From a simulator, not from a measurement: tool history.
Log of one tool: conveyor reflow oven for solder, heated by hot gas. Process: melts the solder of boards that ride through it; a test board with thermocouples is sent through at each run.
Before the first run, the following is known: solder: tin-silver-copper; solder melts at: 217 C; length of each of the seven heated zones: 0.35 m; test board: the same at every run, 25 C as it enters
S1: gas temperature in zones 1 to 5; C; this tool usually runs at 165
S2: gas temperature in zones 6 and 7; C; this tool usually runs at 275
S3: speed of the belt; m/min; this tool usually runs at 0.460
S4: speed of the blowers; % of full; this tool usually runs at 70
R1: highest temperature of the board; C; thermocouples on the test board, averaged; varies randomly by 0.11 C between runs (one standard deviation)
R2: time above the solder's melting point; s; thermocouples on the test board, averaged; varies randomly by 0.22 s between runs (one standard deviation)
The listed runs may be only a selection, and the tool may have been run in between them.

run    hour   S1   S2     S3  S4     R1    R2
  1     0.0  165  275  0.460  70  256.5  69.1
  2    59.9  165  275  0.417  70  260.3  80.2
  3   147.6  165  275  0.460  70  256.7  69.2
  4   187.2  165  275  0.395  70  261.9  86.3
      254.9  -- thermocouples of zones 6 and 7 changed
  5   263.3  165  275  0.395  70  261.0  85.4
  6   353.8  165  266  0.460  70  247.7  61.0
  7   452.5  151  275  0.460  70  252.8  60.6
  8   549.8  165  275  0.460  70  255.7  67.8
  9   599.2  165  275  0.460  70  255.5  67.6
      655.5  -- flux residue cleaned out of gas plates and filters
 10   695.6  165  275  0.424  70  257.6  76.2
 11   742.1  165  275  0.424  70  257.7  75.9
 12   793.3  165  275  0.424  70  257.5  76.0
      806.6  -- flux residue cleaned out of gas plates and filters, once more
 13   885.7  165  275  0.424  70  259.6  78.4
 14   952.4  165  275  0.460  84  259.4  71.7
 15  1046.6  165  275  0.375  84  265.5  94.7
 16  1124.2  165  275  0.375  84  265.5  94.9
 17  1208.7  165  275  0.375  84  265.2  95.0
 18  1305.9  165  279  0.431  88  265.4  82.0

Forecast run 19:
 19  1372.2  165  270  0.460  70   ?   ?

{"run 19": {"R1": 252.2, "R2": 65.6}}
Without the tool's hidden state the same run would have given R1 251.6 C, R2 63.8 s.
